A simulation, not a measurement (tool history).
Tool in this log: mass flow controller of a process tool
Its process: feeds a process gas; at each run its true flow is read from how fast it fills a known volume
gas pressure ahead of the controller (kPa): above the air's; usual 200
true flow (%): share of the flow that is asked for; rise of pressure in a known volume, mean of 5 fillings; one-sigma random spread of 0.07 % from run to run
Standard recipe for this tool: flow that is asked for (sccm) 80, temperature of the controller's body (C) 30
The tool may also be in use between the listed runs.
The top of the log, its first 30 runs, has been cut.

| run | day | flow that is asked for (sccm) | gas pressure ahead of the controller (kPa) | temperature of the controller's body (C) | true flow (%) |
|---|---|---|---|---|---|
| 31 | 235.721 | 80 | 200 | 35 | 99.15 |
| 32 | 243.542 | 80 | 200 | 35 | 99.23 |
| 33 | 254.133 | 71 | 247 | 32 | 98.84 |
| 34 | 264.046 | 13 | 155 | 26 | 98.23 |
| 35 | 272.942 | 12 | 279 | 26 | 97.61 |
| 36 | 278.117 | 80 | 153 | 37 | 99.38 |
| 37 | 286.542 | 80 | 153 | 37 | 99.51 |
| 38 | 295.892 | 58 | 241 | 36 | 98.39 |

5 ways to go on from here, each from the tool as it stands after run 38. What would each give?
| A | 300.671 | 42 | 250 | 25 | ? |
| B | 300.671 | 90 | 179 | 23 | ? |
| C | 300.671 | 13 | 241 | 25 | ? |
| D | 300.671 | 80 | 236 | 30 | ? |
| E | 300.671 | 80 | 200 | 26 | ? |

| run | true flow (%) |
|---|---|
| A | 98.40 |
| B | 99.95 |
| C | 97.90 |
| D | 99.15 |
| E | 99.48 |
Without the tool's hidden state the same runs would have given:
| run | true flow (%) |
|---|---|
| A | 98.40 |
| B | 99.95 |
| C | 97.91 |
| D | 99.15 |
| E | 99.49 |
